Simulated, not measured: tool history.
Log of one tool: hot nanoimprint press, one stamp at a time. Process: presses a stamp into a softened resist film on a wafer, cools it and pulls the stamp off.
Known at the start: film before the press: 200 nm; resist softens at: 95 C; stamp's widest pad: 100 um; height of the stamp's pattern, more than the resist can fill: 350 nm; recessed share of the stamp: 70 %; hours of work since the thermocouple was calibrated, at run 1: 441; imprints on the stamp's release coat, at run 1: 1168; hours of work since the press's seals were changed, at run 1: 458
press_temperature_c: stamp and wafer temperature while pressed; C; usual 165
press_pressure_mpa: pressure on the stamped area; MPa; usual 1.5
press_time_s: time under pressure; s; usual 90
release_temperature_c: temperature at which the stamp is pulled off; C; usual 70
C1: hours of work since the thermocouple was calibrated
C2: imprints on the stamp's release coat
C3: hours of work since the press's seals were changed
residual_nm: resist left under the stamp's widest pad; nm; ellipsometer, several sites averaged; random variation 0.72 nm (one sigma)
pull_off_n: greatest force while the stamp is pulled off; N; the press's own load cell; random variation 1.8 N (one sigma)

Run 1, hour 0: usual settings; C1 441; C2 1168; C3 458. Result: residual_nm 114.2 nm, pull_off_n 104 N.
Run 2, hour 22.8: usual settings; C1 457; C2 1235; C3 475. Result: residual_nm 113.6 nm, pull_off_n 104 N.
Run 3, hour 40.1: usual settings but press_temperature_c 161 C; C1 470; C2 1286; C3 488. Result: residual_nm 136.1 nm, pull_off_n 102 N.
Run 4, hour 61.1: usual settings but press_temperature_c 157 C; C1 486; C2 1347; C3 504. Result: residual_nm 158.4 nm, pull_off_n 102 N.
Run 5, hour 75.9: usual settings but press_temperature_c 157 C; C1 497; C2 1391; C3 515. Result: residual_nm 158.5 nm, pull_off_n 101 N.
At hour 87.2: stamp cleaned and given a new release coat.
Run 6, hour 102: usual settings; C1 512; C2 43; C3 529. Result: residual_nm 114 nm, pull_off_n 103 N.
Run 7, hour 120.9: usual settings; C1 526; C2 99; C3 543. Result: residual_nm 114.8 nm, pull_off_n 103 N.
Run 8, hour 131.9: usual settings but press_time_s 157 s; C1 534; C2 131; C3 552. Result: residual_nm 92.8 nm, pull_off_n 103 N.
Run 9, hour 142.4: usual settings but press_temperature_c 161 C; C1 542; C2 162; C3 559. Result: residual_nm 136.4 nm, pull_off_n 102 N.
At hour 162.7: press's hydraulic seals changed and the load cell set to zero.
Run 10, hour 169: usual settings but release_temperature_c 67 C; C1 556; C2 217; C3 5. Result: residual_nm 113.7 nm, pull_off_n 106 N.
Run 11, hour 185.3: usual settings but release_temperature_c 67 C; C1 568; C2 265; C3 17. Result: residual_nm 113.6 nm, pull_off_n 105 N.
Run 12, hour 196.3: usual settings; C1 576; C2 297; C3 25. Result: residual_nm 115.2 nm, pull_off_n 103 N.
At hour 211.7: plate thermocouple calibrated.
Run 13, hour 215.5: usual settings; C1 3; C2 344; C3 37. Result: residual_nm 113.6 nm, pull_off_n 102 N.
Run 14, hour 237.9: usual settings; C1 19; C2 410; C3 54. Result: residual_nm 115.2 nm, pull_off_n 102 N.
Run 15, hour 259.2: usual settings but press_time_s 60 s; C1 35; C2 473; C3 69. Result: residual_nm 130.1 nm, pull_off_n 100 N.

Run 16 comes next. What will it give?
Run 16, hour 280.6: usual settings but press_temperature_c 154 C; C1 51; C2 535; C3 85. Result: residual_nm ?, pull_off_n ?.

{"run 16": {"residual_nm": 169.9, "pull_off_n": 104}}
Without the tool's hidden state the same run would have given residual_nm 169.9 nm, pull_off_n 103 N.
